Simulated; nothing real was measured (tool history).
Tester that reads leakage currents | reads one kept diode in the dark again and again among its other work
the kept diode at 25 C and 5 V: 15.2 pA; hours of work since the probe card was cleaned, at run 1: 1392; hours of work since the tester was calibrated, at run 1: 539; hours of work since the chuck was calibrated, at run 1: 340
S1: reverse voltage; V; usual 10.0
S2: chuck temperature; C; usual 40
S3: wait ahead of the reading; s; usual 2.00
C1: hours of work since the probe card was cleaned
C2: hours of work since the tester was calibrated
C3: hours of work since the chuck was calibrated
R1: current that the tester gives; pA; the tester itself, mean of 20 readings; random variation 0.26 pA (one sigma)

Run 1, day 0.000: usual settings; C1 1392; C2 539; C3 340. Result: R1 83.95 pA.
Run 2, day 2.100: usual settings; C1 1420; C2 567; C3 368. Result: R1 84.53 pA.
Run 3, day 4.804: usual settings; C1 1456; C2 604; C3 404. Result: R1 84.35 pA.
Run 4, day 6.200: usual settings; C1 1475; C2 622; C3 423. Result: R1 84.35 pA.
Run 5, day 8.854: usual settings; C1 1511; C2 658; C3 459. Result: R1 84.56 pA.
Run 6, day 10.683: usual settings; C1 1536; C2 683; C3 483. Result: R1 84.41 pA.
Run 7, day 12.150: usual settings but S3 2.69 s; C1 1555; C2 702; C3 503. Result: R1 84.64 pA.
Run 8, day 13.383: usual settings but S3 2.69 s; C1 1572; C2 719; C3 520. Result: R1 84.24 pA.
Run 9, day 15.954: usual settings but S3 2.69 s; C1 1607; C2 754; C3 554. Result: R1 84.05 pA.
Run 10, day 18.004: usual settings; C1 1634; C2 781; C3 582. Result: R1 84.91 pA.
At day 19.492: probe card cleaned and baked.
Run 11, day 19.658: usual settings but S1 1.3 V, S2 22 C, S3 1.43 s; C1 2; C2 802; C3 603. Result: R1 5.46 pA.
Run 12, day 20.929: usual settings but S1 1.3 V, S2 22 C, S3 1.43 s; C1 19; C2 819; C3 620. Result: R1 5.42 pA.
Run 13, day 22.158: usual settings but S1 9.8 V, S2 24 C, S3 1.98 s; C1 36; C2 835; C3 636. Result: R1 21.81 pA.
At day 23.404: chuck's temperature calibrated.
Run 14, day 24.800: usual settings but S1 9.8 V, S2 24 C, S3 1.98 s; C1 70; C2 870; C3 19. Result: R1 21.84 pA.
Run 15, day 27.742: usual settings but S1 1.3 V, S2 24 C, S3 1.08 s; C1 110; C2 909; C3 58. Result: R1 6.36 pA.
Run 16, day 29.354: usual settings but S1 1.3 V, S2 24 C, S3 1.08 s; C1 132; C2 931; C3 80. Result: R1 6.37 pA.
Run 17, day 31.621: usual settings but S2 50 C, S3 0.63 s; C1 162; C2 962; C3 111. Result: R1 187.01 pA.
Run 18, day 33.250: usual settings but S2 50 C, S3 0.63 s; C1 184; C2 984; C3 133. Result: R1 188.33 pA.

Forecast run 19:
Run 19, day 35.942: usual settings but S1 4.5 V, S2 33 C, S3 0.85 s; C1 220; C2 1020; C3 169. Result: R1 ?.

R1: 29.85 pA
Without the tool's hidden state the same run would have given R1 29.84 pA.
